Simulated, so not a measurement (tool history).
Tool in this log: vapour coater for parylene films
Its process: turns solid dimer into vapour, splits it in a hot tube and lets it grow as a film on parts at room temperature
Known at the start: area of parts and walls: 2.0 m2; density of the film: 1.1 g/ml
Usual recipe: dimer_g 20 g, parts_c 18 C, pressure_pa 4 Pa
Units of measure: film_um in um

run 1 hour=0 | dimer_g=20 parts_c=18 pressure_pa=4 | film_um=6.32
run 2 hour=27.8 | dimer_g=20 parts_c=18 pressure_pa=4 | film_um=6.37
run 3 hour=56.7 | dimer_g=20 parts_c=18 pressure_pa=4.08 | film_um=6.41
run 4 hour=76.8 | dimer_g=20 parts_c=18 pressure_pa=2.15 | film_um=6.88
run 5 hour=102.1 | dimer_g=20 parts_c=18 pressure_pa=4 | film_um=6.35
run 6 hour=124.6 | dimer_g=20 parts_c=18 pressure_pa=4 | film_um=6.35
run 7 hour=141.2 | dimer_g=20 parts_c=15 pressure_pa=4 | film_um=6.69
run 8 hour=160.6 | dimer_g=20 parts_c=15 pressure_pa=4 | film_um=6.72
run 9 hour=191.2 | dimer_g=20 parts_c=15 pressure_pa=7.27 | film_um=6.2
run 10 hour=216.6 | dimer_g=19 parts_c=15 pressure_pa=7.27 | film_um=5.8
-- hour=235.5 trap's valve overhauled
run 11 hour=245.5 | dimer_g=19 parts_c=15 pressure_pa=7.27 | film_um=5.8
run 12 hour=262.6 | dimer_g=19 parts_c=15 pressure_pa=2.38 | film_um=6.85
run 13 hour=300.8 | dimer_g=19 parts_c=15 pressure_pa=2.38 | film_um=6.88
run 14 hour=325.9 | dimer_g=19 parts_c=15 pressure_pa=2.38 | film_um=6.75
run 15 hour=343.5 | dimer_g=19 parts_c=15 pressure_pa=2.38 | film_um=6.88
run 16 hour=363.9 | dimer_g=20 parts_c=18 pressure_pa=4 | film_um=6.3
run 17 hour=396.4 | dimer_g=20 parts_c=16 pressure_pa=4 | film_um=6.54
run 18 hour=432.8 | dimer_g=20 parts_c=16 pressure_pa=4 | film_um=6.58
run 19 hour=465.3 | dimer_g=20 parts_c=18 pressure_pa=4 | film_um=6.33
run 20 hour=500.1 | dimer_g=20 parts_c=18 pressure_pa=4 | film_um=6.4
run 21 hour=528.1 | dimer_g=20 parts_c=18 pressure_pa=4 | film_um=6.36
run 22 hour=556.1 | dimer_g=20 parts_c=18 pressure_pa=4 | film_um=6.36
run 23 hour=577.1 | dimer_g=25 parts_c=18 pressure_pa=4 | film_um=7.95
run 24 hour=615.1 | dimer_g=25 parts_c=13 pressure_pa=2.02 | film_um=9.45
run 25 hour=641.1 | dimer_g=20 parts_c=20 pressure_pa=4 | film_um=6.19
run 26 hour=659.5 | dimer_g=15 parts_c=14 pressure_pa=5.21 | film_um=4.88
run 27 hour=683.8 | dimer_g=15 parts_c=15 pressure_pa=5.21 | film_um=4.81
run 28 hour=709.5 | dimer_g=11 parts_c=12 pressure_pa=4.5 | film_um=3.82
run 29 hour=733.6 | dimer_g=20 parts_c=18 pressure_pa=7.44 | film_um=5.79
run 30 hour=765.2 | dimer_g=20 parts_c=18 pressure_pa=7.44 | film_um=5.73
run 31 hour=800.6 | dimer_g=31 parts_c=18 pressure_pa=4 | film_um=9.87
run 32 hour=835 | dimer_g=21 parts_c=28 pressure_pa=2.86 | film_um=5.94
run 33 hour=861.2 | dimer_g=10 parts_c=28 pressure_pa=11.27 | film_um=2.33
-- hour=872 trap's valve overhauled
run 34 hour=897 | dimer_g=28 parts_c=25 pressure_pa=6.06 | film_um=7.55
run 35 hour=931.8 | dimer_g=12 parts_c=25 pressure_pa=7.39 | film_um=3.11
run 36 hour=950.5 | dimer_g=12 parts_c=25 pressure_pa=7.39 | film_um=3.09
run 37 hour=968.6 | dimer_g=12 parts_c=21 pressure_pa=3.54 | film_um=3.68
run 38 hour=999.4 | dimer_g=12 parts_c=21 pressure_pa=3.54 | film_um=3.68
run 39 hour=1027.6 | dimer_g=10 parts_c=18 pressure_pa=6.41 | film_um=2.97
run 40 hour=1051.7 | dimer_g=12 parts_c=12 pressure_pa=4 | film_um=4.23
run 41 hour=1081.5 | dimer_g=24 parts_c=21 pressure_pa=5.77 | film_um=6.8
run 42 hour=1120 | dimer_g=15 parts_c=20 pressure_pa=11.07 | film_um=4
run 43 hour=1155 | dimer_g=18 parts_c=26 pressure_pa=4 | film_um=4.99
run 44 hour=1176.4 | dimer_g=20 parts_c=14 pressure_pa=2.39 | film_um=7.33
run 45 hour=1215.5 | dimer_g=31 parts_c=25 pressure_pa=5.74 | film_um=8.35

The next listed run, before its measurement:
run 46 hour=1242.8 | dimer_g=20 parts_c=18 pressure_pa=2.56 | film_um=?

film_um: 6.74 um
With no hidden state in the tool, this same run would have given film_um 6.75 um.
